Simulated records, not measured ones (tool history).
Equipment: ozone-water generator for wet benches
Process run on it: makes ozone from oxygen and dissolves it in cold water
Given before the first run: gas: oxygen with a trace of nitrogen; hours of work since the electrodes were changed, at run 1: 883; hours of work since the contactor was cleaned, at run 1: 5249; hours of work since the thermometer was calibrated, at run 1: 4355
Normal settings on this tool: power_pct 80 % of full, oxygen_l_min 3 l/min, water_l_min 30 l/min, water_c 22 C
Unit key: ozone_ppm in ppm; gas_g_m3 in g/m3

run,hour,power_pct,oxygen_l_min,water_l_min,water_c,hours of work since the electrodes were changed,hours of work since the contactor was cleaned,hours of work since the thermometer was calibrated,ozone_ppm,gas_g_m3
1,0,80,3,30,22,883,5249,4355,14.1,312.1
2,44,80,3,34,22,926,5293,4399,12.3,310.2
3,80.2,80,3,21,22,962,5329,4434,19.8,309.2
4,101.6,80,3,21,22,983,5350,4456,19.3,311.1
5,128.5,80,3,30,22,1010,5376,4482,13.9,311.1
6,169.6,80,3,30,22,1050,5417,4523,14,314.3
7,197.9,80,3,30,22,1078,5445,4551,14,309.6
8,242.7,80,3,30,22,1123,5489,4595,13.9,311.6
9,264.2,80,3,30,22,1144,5511,4616,14.1,309.9
# hour 272.5: contactor cleaned
10,319.7,80,3,30,22,1195,47,4667,13.7,309.8
11,361.3,80,3.07,22,22,1236,88,4708,19,303.8
# hour 379.2: contactor cleaned, once more
12,397.5,80,3.07,22,22,1268,18,4740,19.4,307.8
13,448.6,80,3.07,22,22,1318,69,4791,19.3,306.5
14,489,80,3.07,22,22,1358,109,4831,19.4,306
15,518.7,44,3.01,26,22,1388,138,4860,9.5,177
16,552,44,3.01,26,22,1421,171,4893,9.7,177

Forecast run 17:
17,580.5,54,3,46,22,1449,199,4921,?,?

ozone_ppm: 6.4 ppm
gas_g_m3: 217.4 g/m3
On a tool with no hidden condition, and with the same random variation, this run would have come out at ozone_ppm 6.5 ppm, gas_g_m3 220.4 g/m3.
